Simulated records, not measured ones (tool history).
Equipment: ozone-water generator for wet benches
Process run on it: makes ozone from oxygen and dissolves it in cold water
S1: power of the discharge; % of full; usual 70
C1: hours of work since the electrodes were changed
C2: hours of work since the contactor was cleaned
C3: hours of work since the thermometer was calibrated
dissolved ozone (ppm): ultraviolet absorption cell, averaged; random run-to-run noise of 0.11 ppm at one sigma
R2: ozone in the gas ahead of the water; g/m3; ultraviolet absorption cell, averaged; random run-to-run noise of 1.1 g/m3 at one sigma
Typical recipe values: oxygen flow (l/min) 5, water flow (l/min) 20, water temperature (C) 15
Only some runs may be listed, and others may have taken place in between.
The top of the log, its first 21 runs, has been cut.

{"run": 22, "hour": 2494.8, "S1": 68, "oxygen flow (l/min)": 6.63, "water flow (l/min)": 20, "water temperature (C)": 23, "C1": 3965, "C2": 6731, "C3": 1706, "dissolved ozone (ppm)": 17.4, "R2": 189.1}
{"run": 23, "hour": 2644.7, "S1": 68, "oxygen flow (l/min)": 6.63, "water flow (l/min)": 20, "water temperature (C)": 23, "C1": 4088, "C2": 6854, "C3": 1829, "dissolved ozone (ppm)": 17.3, "R2": 187.8}
{"run": 24, "hour": 2754.8, "S1": 68, "oxygen flow (l/min)": 8.1, "water flow (l/min)": 31, "water temperature (C)": 10, "C1": 4178, "C2": 6945, "C3": 1920, "dissolved ozone (ppm)": 13.8, "R2": 169.5}
{"run": 25, "hour": 2878.3, "S1": 56, "oxygen flow (l/min)": 5.18, "water flow (l/min)": 23, "water temperature (C)": 15, "C1": 4280, "C2": 7046, "C3": 2021, "dissolved ozone (ppm)": 14.9, "R2": 186.4}
{"run": 26, "hour": 3023.6, "S1": 56, "oxygen flow (l/min)": 3.11, "water flow (l/min)": 23, "water temperature (C)": 15, "C1": 4399, "C2": 7166, "C3": 2141, "dissolved ozone (ppm)": 13.5, "R2": 238}
{"run": 27, "hour": 3111.7, "S1": 77, "oxygen flow (l/min)": 5, "water flow (l/min)": 20, "water temperature (C)": 7, "C1": 4472, "C2": 7238, "C3": 2213, "dissolved ozone (ppm)": 22.9, "R2": 229.1}
{"run": 28, "hour": 3231.7, "S1": 77, "oxygen flow (l/min)": 5, "water flow (l/min)": 20, "water temperature (C)": 7, "C1": 4571, "C2": 7337, "C3": 2312, "dissolved ozone (ppm)": 22.8, "R2": 229.7}
{"run": 29, "hour": 3347.7, "S1": 79, "oxygen flow (l/min)": 4.34, "water flow (l/min)": 20, "water temperature (C)": 7, "C1": 4666, "C2": 7432, "C3": 2407, "dissolved ozone (ppm)": 22.3, "R2": 247.7}
{"run": 30, "hour": 3437.5, "S1": 61, "oxygen flow (l/min)": 5, "water flow (l/min)": 16, "water temperature (C)": 18, "C1": 4740, "C2": 7506, "C3": 2481, "dissolved ozone (ppm)": 21, "R2": 201}
{"run": 31, "hour": 3590.3, "S1": 61, "oxygen flow (l/min)": 5, "water flow (l/min)": 16, "water temperature (C)": 18, "C1": 4865, "C2": 7632, "C3": 2607, "dissolved ozone (ppm)": 21.3, "R2": 203.5}
{"run": 32, "hour": 3752.9, "S1": 61, "oxygen flow (l/min)": 5, "water flow (l/min)": 16, "water temperature (C)": 18, "C1": 4999, "C2": 7766, "C3": 2741, "dissolved ozone (ppm)": 21, "R2": 199.9}
{"run": 33, "hour": 3829.3, "S1": 46, "oxygen flow (l/min)": 7.61, "water flow (l/min)": 16, "water temperature (C)": 15, "C1": 5062, "C2": 7828, "C3": 2803, "dissolved ozone (ppm)": 18.9, "R2": 140.5}

What if the next run were any one of these 4? Each begins from the tool's condition after run 33:
{"run": "A", "hour": 3947.6, "S1": 58, "oxygen flow (l/min)": 5, "water flow (l/min)": 18, "water temperature (C)": 15, "C1": 5159, "C2": 7926, "C3": 2901, "dissolved ozone (ppm)": "?", "R2": "?"}
{"run": "B", "hour": 3947.6, "S1": 46, "oxygen flow (l/min)": 7.61, "water flow (l/min)": 17, "water temperature (C)": 9, "C1": 5159, "C2": 7926, "C3": 2901, "dissolved ozone (ppm)": "?", "R2": "?"}
{"run": "C", "hour": 3947.6, "S1": 70, "oxygen flow (l/min)": 3.87, "water flow (l/min)": 20, "water temperature (C)": 15, "C1": 5159, "C2": 7926, "C3": 2901, "dissolved ozone (ppm)": "?", "R2": "?"}
{"run": "D", "hour": 3947.6, "S1": 70, "oxygen flow (l/min)": 4.24, "water flow (l/min)": 20, "water temperature (C)": 15, "C1": 5159, "C2": 7926, "C3": 2901, "dissolved ozone (ppm)": "?", "R2": "?"}

run=A dissolved_ozone_(ppm)=19.4 R2=195.2
run=B dissolved_ozone_(ppm)=19.8 R2=139.2
run=C dissolved_ozone_(ppm)=18.5 R2=244
run=D dissolved_ozone_(ppm)=19.1 R2=235.1
Take away the tool's hidden state, keep each run's random variation, and the runs would have read:
run=A dissolved_ozone_(ppm)=19.9 R2=195.4
run=B dissolved_ozone_(ppm)=20.3 R2=139.4
run=C dissolved_ozone_(ppm)=19 R2=244.3
run=D dissolved_ozone_(ppm)=19.6 R2=235.5

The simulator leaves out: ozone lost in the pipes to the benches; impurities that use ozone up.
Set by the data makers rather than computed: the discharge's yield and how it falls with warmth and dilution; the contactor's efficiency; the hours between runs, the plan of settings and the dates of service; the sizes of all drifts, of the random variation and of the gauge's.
